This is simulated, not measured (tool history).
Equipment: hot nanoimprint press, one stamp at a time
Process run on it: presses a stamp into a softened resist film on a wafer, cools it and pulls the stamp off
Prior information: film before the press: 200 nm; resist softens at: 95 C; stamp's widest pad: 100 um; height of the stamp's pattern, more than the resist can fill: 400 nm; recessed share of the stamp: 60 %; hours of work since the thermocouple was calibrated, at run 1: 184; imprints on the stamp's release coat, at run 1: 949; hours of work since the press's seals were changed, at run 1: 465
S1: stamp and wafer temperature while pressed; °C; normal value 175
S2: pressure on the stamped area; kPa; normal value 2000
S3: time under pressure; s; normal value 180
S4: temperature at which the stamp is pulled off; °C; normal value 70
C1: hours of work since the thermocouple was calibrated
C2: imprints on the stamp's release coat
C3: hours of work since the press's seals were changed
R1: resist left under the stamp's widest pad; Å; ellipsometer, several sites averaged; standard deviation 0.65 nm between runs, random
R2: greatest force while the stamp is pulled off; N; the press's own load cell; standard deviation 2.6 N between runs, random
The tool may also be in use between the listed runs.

| run | day | S1 | S2 | S3 | S4 | C1 | C2 | C3 | R1 | R2 |
|---|---|---|---|---|---|---|---|---|---|---|
| 1 | 0.000 | 175 | 2000 | 180 | 70 | 184 | 949 | 465 | 950 | 149 |
| 2 | 1.246 | 175 | 2000 | 180 | 70 | 207 | 1103 | 487 | 950 | 149 |
| 3 | 2.496 | 175 | 1980 | 180 | 70 | 229 | 1256 | 510 | 952 | 154 |
| 4 | 4.854 | 175 | 1980 | 180 | 70 | 272 | 1546 | 553 | 977 | 162 |
|  | 5.283 | stamp cleaned and given a new release coat |
| 5 | 7.038 | 175 | 1980 | 180 | 70 | 307 | 216 | 587 | 960 | 128 |
| 6 | 8.217 | 175 | 1980 | 180 | 70 | 328 | 360 | 609 | 962 | 132 |
| 7 | 10.746 | 169 | 2000 | 180 | 70 | 374 | 671 | 654 | 1189 | 143 |
| 8 | 12.479 | 175 | 2000 | 180 | 70 | 405 | 884 | 686 | 972 | 146 |
| 9 | 14.179 | 175 | 2000 | 180 | 70 | 436 | 1093 | 716 | 970 | 151 |
| 10 | 16.821 | 175 | 2000 | 180 | 70 | 484 | 1418 | 764 | 992 | 164 |
|  | 18.204 | stamp cleaned and given a new release coat |
| 11 | 19.025 | 175 | 2000 | 180 | 70 | 519 | 101 | 799 | 997 | 130 |
|  | 20.525 | plate thermocouple calibrated |
| 12 | 20.529 | 175 | 2000 | 180 | 70 | 0 | 270 | 824 | 1016 | 132 |
| 13 | 23.183 | 175 | 2000 | 180 | 70 | 48 | 596 | 872 | 1027 | 142 |
| 14 | 25.800 | 177 | 2000 | 180 | 70 | 95 | 918 | 920 | 953 | 153 |
|  | 26.358 | plate thermocouple calibrated, once more |
| 15 | 27.375 | 177 | 2000 | 180 | 70 | 18 | 1096 | 946 | 887 | 150 |
| 16 | 29.175 | 166 | 1240 | 123 | 70 | 51 | 1318 | 978 | 1605 | 157 |
| 17 | 30.746 | 165 | 1560 | 104 | 58 | 79 | 1511 | 1007 | 1594 | 213 |
|  | 31.462 | stamp cleaned and given a new release coat |
| 18 | 32.904 | 183 | 1560 | 125 | 61 | 114 | 177 | 1041 | 932 | 159 |
| 19 | 34.017 | 175 | 1900 | 180 | 70 | 134 | 314 | 1061 | 985 | 131 |
| 20 | 36.104 | 175 | 2900 | 180 | 77 | 172 | 570 | 1099 | 847 | 111 |
| 21 | 38.271 | 164 | 1660 | 217 | 61 | 211 | 836 | 1138 | 1404 | 178 |
| 22 | 39.829 | 169 | 2000 | 180 | 70 | 239 | 1028 | 1166 | 1193 | 150 |
| 23 | 41.817 | 169 | 2000 | 180 | 70 | 275 | 1272 | 1202 | 1204 | 155 |
|  | 43.529 | press's hydraulic seals changed and the load cell set to zero |
| 24 | 43.646 | 186 | 1860 | 180 | 70 | 302 | 1456 | 2 | 656 | 157 |
|  | 44.717 | stamp cleaned and given a new release coat |
| 25 | 45.067 | 180 | 1430 | 220 | 60 | 323 | 43 | 23 | 849 | 164 |
| 26 | 46.183 | 183 | 2630 | 103 | 70 | 343 | 180 | 43 | 801 | 132 |
| 27 | 48.008 | 183 | 2630 | 103 | 70 | 376 | 404 | 76 | 801 | 143 |
| 28 | 50.304 | 176 | 2630 | 180 | 70 | 418 | 686 | 118 | 837 | 143 |
| 29 | 51.396 | 168 | 2000 | 283 | 70 | 437 | 821 | 138 | 1049 | 148 |
| 30 | 52.525 | 168 | 2000 | 283 | 70 | 458 | 959 | 158 | 1061 | 150 |

3 options for the next run, each taken on its own from the tool as it stands now. Forecast them:
| A | 54.675 | 181 | 2000 | 283 | 70 | 497 | 1224 | 197 | ? | ? |
| B | 54.675 | 184 | 2000 | 283 | 64 | 497 | 1224 | 197 | ? | ? |
| C | 54.675 | 180 | 2770 | 169 | 70 | 497 | 1224 | 197 | ? | ? |

| run | R1 | R2 |
|---|---|---|
| A | 653 | 156 |
| B | 568 | 182 |
| C | 729 | 157 |
With the hidden condition removed and each run's random variation left untouched, the same runs would have given:
| run | R1 | R2 |
|---|---|---|
| A | 603 | 121 |
| B | 524 | 141 |
| C | 671 | 122 |
